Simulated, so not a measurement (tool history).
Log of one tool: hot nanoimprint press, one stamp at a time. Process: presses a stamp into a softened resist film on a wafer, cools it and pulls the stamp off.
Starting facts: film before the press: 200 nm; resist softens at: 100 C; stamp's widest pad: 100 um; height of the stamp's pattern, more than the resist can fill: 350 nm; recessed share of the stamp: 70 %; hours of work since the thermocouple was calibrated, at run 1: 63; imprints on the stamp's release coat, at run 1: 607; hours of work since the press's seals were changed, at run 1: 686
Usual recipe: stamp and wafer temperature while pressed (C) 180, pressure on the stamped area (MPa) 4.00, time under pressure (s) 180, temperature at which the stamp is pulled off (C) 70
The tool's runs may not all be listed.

run,day,stamp and wafer temperature while pressed (C),pressure on the stamped area (MPa),time under pressure (s),temperature at which the stamp is pulled off (C),hours of work since the thermocouple was calibrated,imprints on the stamp's release coat,hours of work since the press's seals were changed,resist left under the stamp's widest pad (angstrom),greatest force while the stamp is pulled off (N)
1,0.000,180,4.00,180,70,63,607,686,1001,217
2,0.492,180,4.00,196,70,70,657,694,967,218
3,1.317,180,4.00,180,70,84,741,707,998,216
4,2.096,180,4.00,180,70,96,821,720,995,219
5,2.858,180,4.00,180,70,108,898,732,992,218
6,3.333,180,4.00,180,70,116,947,739,996,214
7,3.888,180,6.27,180,70,125,1003,748,814,225
8,4.342,180,6.27,180,70,132,1050,756,816,220
9,4.783,180,4.00,180,73,139,1095,763,993,204
10,5.750,180,4.00,180,73,154,1194,778,986,209
11,6.258,180,4.00,146,70,162,1246,786,1059,220
# day 6.608: stamp cleaned and given a new release coat
12,7.021,180,4.00,146,70,171,42,794,1052,211
13,7.567,180,4.00,146,70,179,98,803,1060,216
14,8.071,180,4.00,146,76,187,149,811,1059,198
15,8.771,180,5.50,180,70,198,221,822,859,215
# day 9.458: gauge calibrated
16,9.458,180,5.50,180,70,209,291,833,868,213
17,10.275,187,4.74,180,56,222,375,846,749,264
18,11.329,180,4.00,180,69,239,482,863,1000,222
19,12.158,180,4.00,180,69,253,567,876,992,222
20,13.075,180,4.00,176,70,267,660,891,997,210
21,13.975,180,4.00,176,70,281,753,905,999,217
22,14.421,181,4.00,352,70,289,798,912,742,212
23,15.283,181,2.44,233,60,302,886,926,1071,250
24,16.204,181,2.44,233,60,317,980,941,1069,256
25,16.650,181,2.44,204,72,324,1026,948,1114,216
26,17.550,172,3.89,183,60,338,1118,962,1239,249
27,18.429,179,3.89,183,60,352,1207,976,1017,253
# day 19.154: stamp cleaned and given a new release coat
28,19.467,186,3.21,216,67,365,32,989,843,220
29,20.179,171,5.77,180,70,376,105,1000,1115,213

Alternative continuations, all from the tool just after run 29; predict every row:
A,21.250,184,4.00,180,70,394,214,1017,?,?
B,21.250,171,4.06,119,68,394,214,1017,?,?
C,21.250,180,3.73,134,78,394,214,1017,?,?
D,21.250,189,4.00,144,60,394,214,1017,?,?
E,21.250,190,4.11,109,70,394,214,1017,?,?

run,resist left under the stamp's widest pad (angstrom),greatest force while the stamp is pulled off (N)
A,862,221
B,1397,225
C,1114,187
D,814,250
E,872,216
With no hidden state in the tool, these same runs would have given:
run,resist left under the stamp's widest pad (angstrom),greatest force while the stamp is pulled off (N)
A,884,221
B,1434,225
C,1143,186
D,835,250
E,895,215

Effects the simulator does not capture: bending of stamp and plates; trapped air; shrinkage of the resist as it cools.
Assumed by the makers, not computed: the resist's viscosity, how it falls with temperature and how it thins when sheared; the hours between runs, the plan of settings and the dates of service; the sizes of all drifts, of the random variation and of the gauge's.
